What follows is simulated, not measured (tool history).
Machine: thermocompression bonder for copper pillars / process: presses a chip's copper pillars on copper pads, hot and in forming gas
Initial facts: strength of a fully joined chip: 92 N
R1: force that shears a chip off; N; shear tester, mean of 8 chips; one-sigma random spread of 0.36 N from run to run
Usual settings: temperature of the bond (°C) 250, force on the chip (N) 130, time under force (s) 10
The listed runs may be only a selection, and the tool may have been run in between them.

Run 1, hour 0.0: usual settings. Result: R1 45.2 N.
Run 2, hour 11.7: usual settings but temperature of the bond (°C) 240. Result: R1 37.7 N.
Run 3, hour 22.8: usual settings but temperature of the bond (°C) 233. Result: R1 33.5 N.
Run 4, hour 32.4: usual settings but temperature of the bond (°C) 233, time under force (s) 30. Result: R1 49.5 N.
Run 5, hour 41.5: usual settings but temperature of the bond (°C) 233, time under force (s) 30. Result: R1 50.0 N.
Run 6, hour 57.1: usual settings. Result: R1 45.4 N.
Run 7, hour 64.0: usual settings. Result: R1 45.3 N.
At hour 66.2: force cell calibrated.
Run 8, hour 76.2: usual settings. Result: R1 44.9 N.
At hour 77.8: forming gas filter changed.
Run 9, hour 86.8: usual settings. Result: R1 46.4 N.
Run 10, hour 97.5: usual settings. Result: R1 46.0 N.

Predict the results of run 11:
Run 11, hour 113.3: usual settings. Result: R1 ?.

Logged for run 11: R1 45.9 N.
Had the tool carried no hidden state, the very same run would have given R1 44.1 N.
